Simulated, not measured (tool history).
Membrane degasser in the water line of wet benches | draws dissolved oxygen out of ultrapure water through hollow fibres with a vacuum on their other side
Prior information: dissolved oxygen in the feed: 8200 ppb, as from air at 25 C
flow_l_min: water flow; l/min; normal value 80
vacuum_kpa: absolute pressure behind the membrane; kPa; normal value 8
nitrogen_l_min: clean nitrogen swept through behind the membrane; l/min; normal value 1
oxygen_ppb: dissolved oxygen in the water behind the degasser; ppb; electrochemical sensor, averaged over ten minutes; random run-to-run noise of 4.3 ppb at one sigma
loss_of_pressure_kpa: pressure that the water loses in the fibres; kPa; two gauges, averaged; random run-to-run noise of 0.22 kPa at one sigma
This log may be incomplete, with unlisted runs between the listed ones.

run,hour,flow_l_min,vacuum_kpa,nitrogen_l_min,oxygen_ppb,loss_of_pressure_kpa
1,0,80,8,1,605.6,52.13
2,94.1,80,8,1,607.6,52.18
3,235.4,80,8,1,603.4,52.02
4,347.6,80,8,1,612.3,52.36
5,466.4,80,8,1,609.5,51.84
6,614.1,80,8,1,620.4,52.35
7,696,80,14.89,1,1377.2,52.27
8,827,80,8,1.27,523.3,52.58
9,969.3,80,8,1.27,515.8,52.02
10,1085.8,80,8,1,607.1,52.38
11,1185.1,75,8,1,586.9,49.09
12,1305.2,75,8,1,588.1,49.23
13,1408.8,75,8,1,586,48.91
14,1533,75,8,1,586.5,49.32
15,1618.1,123,8,1,807.9,80.87
16,1726.2,123,8,1,805.2,80.43
17,1822,123,8,1,812.7,81.1
18,1914,80,8,0.98,630.4,52.83
19,2000.8,122,17.66,1,2095.2,80.01
20,2142.6,122,17.66,1,2118.1,80.5
21,2278.8,122,17.66,1,2085.9,80.01
22,2370,80,8,2.81,293.4,52.79
23,2534.3,80,16.36,0.71,1857,52.58
24,2672.3,80,16.36,0.71,1845.1,52.55
25,2833.4,116,10.59,1,1149.5,76.32
26,2918.5,103,12.88,0.76,1599.6,67.55

The next listed run, before its measurement:
27,3004.2,74,6.15,0.76,?,?

Run 27 yielded oxygen_ppb 454.9 ppb, loss_of_pressure_kpa 49.16 kPa.
On a tool with no hidden condition, and with the same random variation, this run would have come out at oxygen_ppb 438.4 ppb, loss_of_pressure_kpa 48.28 kPa.
